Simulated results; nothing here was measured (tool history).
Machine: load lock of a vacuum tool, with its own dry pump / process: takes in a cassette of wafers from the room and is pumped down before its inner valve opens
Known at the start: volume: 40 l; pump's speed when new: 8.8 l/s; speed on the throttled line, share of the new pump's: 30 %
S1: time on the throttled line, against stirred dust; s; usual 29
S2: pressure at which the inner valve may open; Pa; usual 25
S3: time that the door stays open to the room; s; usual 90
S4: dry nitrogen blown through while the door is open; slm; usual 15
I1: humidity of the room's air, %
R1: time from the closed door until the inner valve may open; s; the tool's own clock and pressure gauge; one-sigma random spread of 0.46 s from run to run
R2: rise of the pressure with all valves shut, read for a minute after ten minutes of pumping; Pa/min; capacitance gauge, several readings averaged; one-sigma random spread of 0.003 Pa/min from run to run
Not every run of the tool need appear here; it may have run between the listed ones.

{"run": 1, "hour": 0.0, "S1": 29, "S2": 25, "S3": 90, "S4": 15, "I1": 43.6, "R1": 61.2, "R2": 0.035}
{"run": 2, "hour": 94.3, "S1": 29, "S2": 25, "S3": 90, "S4": 15, "I1": 43.8, "R1": 61.3, "R2": 0.042}
{"run": 3, "hour": 251.6, "S1": 29, "S2": 25, "S3": 90, "S4": 15, "I1": 47.6, "R1": 61.7, "R2": 0.044}
{"run": 4, "hour": 471.2, "S1": 29, "S2": 27, "S3": 90, "S4": 15, "I1": 44.9, "R1": 61.2, "R2": 0.04}
{"run": 5, "hour": 680.4, "S1": 29, "S2": 25, "S3": 90, "S4": 15, "I1": 45, "R1": 61.6, "R2": 0.041}
{"run": 6, "hour": 853.2, "S1": 29, "S2": 25, "S3": 90, "S4": 15, "I1": 47.9, "R1": 61.4, "R2": 0.045}
{"run": 7, "hour": 1042.3, "S1": 29, "S2": 25, "S3": 90, "S4": 15, "I1": 45.1, "R1": 60.5, "R2": 0.043}
{"run": 8, "hour": 1143.9, "S1": 29, "S2": 25, "S3": 90, "S4": 15, "I1": 45.4, "R1": 61.2, "R2": 0.045}
{"run": 9, "hour": 1294.7, "S1": 29, "S2": 29, "S3": 90, "S4": 15, "I1": 47.9, "R1": 61.2, "R2": 0.045}
{"run": 10, "hour": 1508.6, "S1": 29, "S2": 29, "S3": 90, "S4": 15, "I1": 46.7, "R1": 61.4, "R2": 0.05}
{"run": 11, "hour": 1636.9, "S1": 29, "S2": 29, "S3": 90, "S4": 18, "I1": 41.5, "R1": 61.1, "R2": 0.043}
{"run": 12, "hour": 1865.8, "S1": 29, "S2": 29, "S3": 90, "S4": 18, "I1": 45, "R1": 61, "R2": 0.042}
{"run": 13, "hour": 2071.3, "S1": 29, "S2": 29, "S3": 90, "S4": 18, "I1": 46.3, "R1": 60.9, "R2": 0.05}
{"run": 14, "hour": 2232.1, "S1": 29, "S2": 25, "S3": 90, "S4": 15, "I1": 45.5, "R1": 62.3, "R2": 0.052}
{"run": 15, "hour": 2342.0, "S1": 29, "S2": 25, "S3": 90, "S4": 15, "I1": 41.9, "R1": 60.9, "R2": 0.044}
{"run": 16, "hour": 2459.2, "S1": 29, "S2": 25, "S3": 90, "S4": 15, "I1": 45.9, "R1": 62.3, "R2": 0.049}
{"run": 17, "hour": 2654.0, "S1": 29, "S2": 25, "S3": 90, "S4": 15, "I1": 45.9, "R1": 61.9, "R2": 0.046}
{"run": 18, "hour": 2757.7, "S1": 31, "S2": 25, "S3": 47, "S4": 8, "I1": 45.6, "R1": 63.5, "R2": 0.045}
{"run": 19, "hour": 2892.3, "S1": 31, "S2": 25, "S3": 47, "S4": 8, "I1": 46.9, "R1": 62.9, "R2": 0.046}
{"run": 20, "hour": 3093.7, "S1": 29, "S2": 41, "S3": 171, "S4": 24, "I1": 41.9, "R1": 59.5, "R2": 0.061}
{"run": 21, "hour": 3215.9, "S1": 29, "S2": 41, "S3": 171, "S4": 24, "I1": 47, "R1": 58.6, "R2": 0.063}
{"run": 22, "hour": 3320.9, "S1": 29, "S2": 41, "S3": 171, "S4": 24, "I1": 45.1, "R1": 59.7, "R2": 0.065}
{"run": 23, "hour": 3437.1, "S1": 16, "S2": 25, "S3": 50, "S4": 8, "I1": 47.7, "R1": 54, "R2": 0.051}
{"run": 24, "hour": 3562.8, "S1": 16, "S2": 25, "S3": 50, "S4": 8, "I1": 41.9, "R1": 53.4, "R2": 0.052}
{"run": 25, "hour": 3716.0, "S1": 16, "S2": 30, "S3": 113, "S4": 7, "I1": 42.2, "R1": 52.9, "R2": 0.07}
{"run": 26, "hour": 3892.3, "S1": 16, "S2": 30, "S3": 113, "S4": 7, "I1": 46.6, "R1": 52.8, "R2": 0.069}
{"run": 27, "hour": 4051.1, "S1": 50, "S2": 25, "S3": 90, "S4": 15, "I1": 44.5, "R1": 76.1, "R2": 0.056}
{"run": 28, "hour": 4145.6, "S1": 40, "S2": 25, "S3": 93, "S4": 15, "I1": 45.8, "R1": 69.3, "R2": 0.059}
{"run": 29, "hour": 4249.4, "S1": 21, "S2": 25, "S3": 30, "S4": 15, "I1": 44.2, "R1": 57.3, "R2": 0.049}
{"run": 30, "hour": 4400.2, "S1": 46, "S2": 38, "S3": 110, "S4": 11, "I1": 43.5, "R1": 71.1, "R2": 0.07}
{"run": 31, "hour": 4614.4, "S1": 28, "S2": 39, "S3": 169, "S4": 13, "I1": 46.5, "R1": 60.2, "R2": 0.081}

A few steps of R1 between consecutive runs. Split each: what settings, incoming material and random variation would produce without the hidden state, and what is left over for the hidden state, along with gauge scatter present in only one of the two compared results (measured, and without hidden state):
The tool's hidden condition here consists of: pump's speed, % of a new pump's; leak at the door's seal, Pa l/s; drift of the gauge itself on ready_s, %; drift of the gauge itself on rise_pa_min, %.
Run 26 -> 27: S1 16 -> 50, S2 30 -> 25, S3 113 -> 90, S4 7 -> 15. R1 +23.3 s: hidden state -1.4, all else +24.7.
Run 28 -> 29: S1 40 -> 21, S3 93 -> 30. R1 -12 s: hidden state +1, all else -13.
Run 29 -> 30: S1 21 -> 46, S2 25 -> 38, S3 30 -> 110, S4 15 -> 11. R1 +13.8 s: hidden state -1.4, all else +15.2.

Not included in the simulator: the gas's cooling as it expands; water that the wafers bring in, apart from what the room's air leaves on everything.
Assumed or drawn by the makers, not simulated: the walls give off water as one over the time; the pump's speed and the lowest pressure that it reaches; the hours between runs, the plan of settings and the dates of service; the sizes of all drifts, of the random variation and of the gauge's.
